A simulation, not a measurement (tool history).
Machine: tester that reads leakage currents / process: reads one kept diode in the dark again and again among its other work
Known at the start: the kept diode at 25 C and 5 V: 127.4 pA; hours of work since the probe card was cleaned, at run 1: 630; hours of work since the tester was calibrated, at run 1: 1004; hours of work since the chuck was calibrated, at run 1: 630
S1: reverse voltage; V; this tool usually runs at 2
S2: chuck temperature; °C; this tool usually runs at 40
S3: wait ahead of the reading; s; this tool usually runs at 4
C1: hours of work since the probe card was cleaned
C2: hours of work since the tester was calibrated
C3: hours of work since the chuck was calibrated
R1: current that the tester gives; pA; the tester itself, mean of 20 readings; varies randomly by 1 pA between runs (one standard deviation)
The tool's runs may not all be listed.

| run | hour | S1 | S2 | S3 | C1 | C2 | C3 | R1 |
|---|---|---|---|---|---|---|---|---|
| 1 | 0 | 2 | 40 | 4 | 630 | 1004 | 630 | 366.36 |
| 2 | 46.8 | 2 | 40 | 4 | 657 | 1031 | 657 | 365.87 |
| 3 | 84.1 | 2.61 | 40 | 4 | 679 | 1052 | 679 | 411.04 |
| 4 | 118.2 | 6.6 | 40 | 4 | 699 | 1072 | 699 | 619.72 |
| 5 | 169.9 | 6.6 | 40 | 4 | 729 | 1102 | 729 | 621.93 |
|  | 176.2 | chuck's temperature calibrated |
| 6 | 242.7 | 6.6 | 40 | 0.52 | 769 | 1143 | 38 | 634.08 |
| 7 | 297.5 | 6.6 | 40 | 0.52 | 801 | 1175 | 70 | 640.07 |
| 8 | 343.4 | 6.6 | 40 | 0.52 | 828 | 1201 | 97 | 637.88 |
| 9 | 412.1 | 6.6 | 40 | 0.52 | 867 | 1241 | 136 | 641.25 |
| 10 | 467.3 | 1.03 | 40 | 4 | 899 | 1273 | 168 | 281.67 |
| 11 | 514.2 | 4.46 | 21 | 0.45 | 926 | 1300 | 195 | 98.74 |
| 12 | 558 | 4.46 | 21 | 0.45 | 952 | 1325 | 221 | 98.78 |
|  | 607.9 | chuck's temperature calibrated, once more |
| 13 | 618.8 | 4.46 | 21 | 0.45 | 986 | 1359 | 6 | 91.22 |
| 14 | 670 | 4.46 | 21 | 0.45 | 1015 | 1389 | 36 | 91.9 |
| 15 | 723.6 | 3.61 | 55 | 3.32 | 1046 | 1420 | 67 | 1627.53 |
| 16 | 755.5 | 6.58 | 40 | 0.32 | 1065 | 1438 | 85 | 611.41 |
| 17 | 787.2 | 1.02 | 31 | 0.32 | 1083 | 1456 | 104 | 118.99 |
| 18 | 858.2 | 1.02 | 25 | 0.32 | 1124 | 1497 | 145 | 68.2 |

Predict each of these 5 candidate next runs independently; none follows another, all start after run 18:
| A | 901.6 | 1.39 | 25 | 0.32 | 1149 | 1523 | 170 | ? |
| B | 901.6 | 10.65 | 29 | 7.1 | 1149 | 1523 | 170 | ? |
| C | 901.6 | 1.02 | 24 | 0.91 | 1149 | 1523 | 170 | ? |
| D | 901.6 | 1.17 | 41 | 4.19 | 1149 | 1523 | 170 | ? |
| E | 901.6 | 8.29 | 40 | 1.26 | 1149 | 1523 | 170 | ? |

| run | R1 |
|---|---|
| A | 78.61 |
| B | 282.27 |
| C | 61.78 |
| D | 306.81 |
| E | 672.51 |
What these runs would have given with no unlogged condition in the tool:
| run | R1 |
|---|---|
| A | 74.73 |
| B | 260.59 |
| C | 58.81 |
| D | 297.77 |
| E | 644.78 |
